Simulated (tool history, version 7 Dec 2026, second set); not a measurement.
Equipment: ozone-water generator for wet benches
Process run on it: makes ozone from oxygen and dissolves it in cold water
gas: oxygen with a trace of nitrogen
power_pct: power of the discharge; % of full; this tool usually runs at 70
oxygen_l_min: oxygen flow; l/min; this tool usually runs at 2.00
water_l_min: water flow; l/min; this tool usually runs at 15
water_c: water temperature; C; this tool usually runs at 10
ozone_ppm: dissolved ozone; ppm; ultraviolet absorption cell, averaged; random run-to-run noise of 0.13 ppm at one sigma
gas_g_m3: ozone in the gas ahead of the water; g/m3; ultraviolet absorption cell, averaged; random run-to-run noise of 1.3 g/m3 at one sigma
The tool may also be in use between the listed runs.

run,hour,power_pct,oxygen_l_min,water_l_min,water_c,ozone_ppm,gas_g_m3
1,0.0,70,2.00,15,10,18.0,231.0
2,52.7,86,2.00,15,10,20.5,265.5
# hour 104.5: contactor cleaned
3,128.0,70,2.00,15,10,17.8,232.1
4,214.8,70,2.00,15,7,18.1,232.1
5,303.2,70,2.00,15,10,18.0,231.4
6,371.9,70,2.00,15,10,17.7,231.3
7,468.2,70,2.00,15,10,17.8,230.4
8,519.3,70,2.00,15,5,18.7,232.4
9,584.0,70,2.00,15,5,18.5,232.4
10,672.1,70,2.00,15,5,18.6,232.4
11,737.8,70,2.00,15,5,18.7,232.3
12,786.2,70,2.00,15,15,17.2,233.7
13,834.0,70,2.00,15,15,17.2,232.8
14,899.3,74,2.00,15,15,17.8,241.3
15,957.3,74,2.00,15,15,17.9,244.3
16,1011.8,74,2.00,15,15,18.0,242.0
17,1065.3,63,1.55,11,10,19.9,238.2
18,1156.7,79,1.74,11,5,25.2,268.9
19,1226.0,48,1.02,20,13,7.8,234.5
20,1282.9,96,1.39,15,11,18.8,332.2
21,1352.7,96,1.39,15,11,19.0,327.5
22,1395.5,66,2.22,21,9,13.2,216.2
23,1467.1,66,1.91,21,17,11.8,231.0
24,1534.9,66,1.91,21,17,11.9,228.7
25,1584.6,66,1.91,19,17,12.9,230.1
26,1659.0,56,1.50,9,17,20.0,225.3
27,1701.7,56,1.50,16,17,12.3,224.5
28,1767.9,62,3.19,16,11,18.2,183.7
29,1808.7,62,3.19,16,11,18.1,183.1

What if the next run were any one of these 5? Each begins from the tool's condition after run 29:
A,1893.0,44,1.44,9,11,?,?
B,1893.0,70,1.10,17,10,?,?
C,1893.0,46,3.19,18,7,?,?
D,1893.0,62,3.19,22,11,?,?
E,1893.0,62,1.52,16,10,?,?

run,ozone_ppm,gas_g_m3
A,18.0,195.4
B,12.1,293.7
C,14.0,149.2
D,13.7,181.9
E,13.9,239.3
With the hidden condition removed and each run's random variation left untouched, the same runs would have given:
run,ozone_ppm,gas_g_m3
A,18.0,191.5
B,12.2,288.0
C,14.0,146.2
D,13.7,178.3
E,13.9,234.6

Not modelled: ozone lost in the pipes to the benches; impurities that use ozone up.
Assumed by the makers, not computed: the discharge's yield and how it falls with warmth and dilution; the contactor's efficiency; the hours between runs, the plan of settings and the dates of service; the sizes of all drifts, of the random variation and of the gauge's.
